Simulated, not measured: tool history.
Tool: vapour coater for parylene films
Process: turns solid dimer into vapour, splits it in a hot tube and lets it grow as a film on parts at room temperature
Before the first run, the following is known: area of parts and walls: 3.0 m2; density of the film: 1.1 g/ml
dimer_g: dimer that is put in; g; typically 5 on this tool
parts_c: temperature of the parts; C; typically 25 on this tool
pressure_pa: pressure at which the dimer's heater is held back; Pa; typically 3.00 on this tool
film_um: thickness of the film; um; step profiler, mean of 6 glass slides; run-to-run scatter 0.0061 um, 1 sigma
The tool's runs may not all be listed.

Run 1, hour 0.0: usual settings. Result: film_um 1.238 um.
Run 2, hour 20.7: usual settings but pressure_pa 2.58 Pa. Result: film_um 1.255 um.
Run 3, hour 37.4: usual settings but pressure_pa 2.58 Pa. Result: film_um 1.244 um.
Run 4, hour 70.3: usual settings but parts_c 32 C. Result: film_um 1.082 um.
Run 5, hour 84.4: usual settings but parts_c 26 C. Result: film_um 1.208 um.
Run 6, hour 114.9: usual settings but parts_c 26 C. Result: film_um 1.205 um.
Run 7, hour 149.0: usual settings but parts_c 26 C. Result: film_um 1.198 um.
Run 8, hour 164.0: usual settings but parts_c 27 C. Result: film_um 1.193 um.
Run 9, hour 194.8: usual settings but parts_c 27 C. Result: film_um 1.176 um.
Run 10, hour 224.9: usual settings. Result: film_um 1.225 um.
Run 11, hour 258.9: usual settings. Result: film_um 1.221 um.
Run 12, hour 278.5: usual settings. Result: film_um 1.232 um.
Run 13, hour 294.3: usual settings but pressure_pa 10.42 Pa. Result: film_um 1.087 um.
Run 14, hour 319.4: usual settings but parts_c 28 C, pressure_pa 10.42 Pa. Result: film_um 1.022 um.
Run 15, hour 343.2: usual settings but parts_c 24 C, pressure_pa 2.85 Pa. Result: film_um 1.251 um.
Run 16, hour 372.7: usual settings but dimer_g 6 g, parts_c 21 C, pressure_pa 2.83 Pa. Result: film_um 1.596 um.
Run 17, hour 401.5: usual settings but dimer_g 3 g, parts_c 19 C, pressure_pa 5.14 Pa. Result: film_um 0.767 um.
Run 18, hour 423.1: usual settings but dimer_g 3 g, parts_c 19 C, pressure_pa 5.14 Pa. Result: film_um 0.767 um.
At hour 439.9: trap's valve overhauled.
Run 19, hour 453.2: usual settings but pressure_pa 2.75 Pa. Result: film_um 1.241 um.
Run 20, hour 469.9: usual settings but pressure_pa 2.75 Pa. Result: film_um 1.243 um.
Run 21, hour 497.3: usual settings but dimer_g 2 g, parts_c 17 C. Result: film_um 0.570 um.

Estimate the outcome of run 22 from the log above:
Run 22, hour 513.5: usual settings but dimer_g 3 g, parts_c 32 C, pressure_pa 2.27 Pa. Result: film_um ?.

Run 22 produced film_um 0.678 um.
The same run, on a tool lacking any hidden state, would have yielded film_um 0.679 um.
